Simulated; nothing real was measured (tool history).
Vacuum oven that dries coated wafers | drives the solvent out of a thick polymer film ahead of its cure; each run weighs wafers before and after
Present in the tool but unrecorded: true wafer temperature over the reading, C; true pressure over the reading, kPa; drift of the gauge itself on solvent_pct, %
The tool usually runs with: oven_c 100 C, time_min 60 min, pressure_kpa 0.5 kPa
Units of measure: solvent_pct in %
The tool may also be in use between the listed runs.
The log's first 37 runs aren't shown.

run	hour	oven_c	time_min	pressure_kpa	hours of work since the thermocouples were calibrated	hours of work since the vacuum gauge was cleaned of residue	solvent_pct
38	2303.2	108	52	0.5	1330	425	3.09
39	2369	97	60	1.644	1382	477	5.61
# hour 2388.6: oven's thermocouples calibrated
40	2430	113	44	0.836	33	524	2.95
41	2508.1	113	44	0.836	95	586	2.93
42	2548.7	113	44	0.836	127	618	3.05
43	2629.9	87	60	0.267	192	683	8.06
44	2698.6	87	60	0.267	246	738	7.93
45	2774.7	87	60	0.267	307	798	8.08
46	2844.4	87	90	0.668	362	854	6.01

What if the next run were any one of these 4? Each begins from the tool's condition after run 46:
A	2898.7	92	60	0.708	406	897	?
B	2898.7	100	60	0.573	406	897	?
C	2898.7	99	60	0.329	406	897	?
D	2898.7	87	90	1.34	406	897	?

run	solvent_pct
A	6.78
B	4.48
C	4.65
D	6.33
Without the tool's hidden state the same runs would have given:
run	solvent_pct
A	6.76
B	4.47
C	4.63
D	6.32
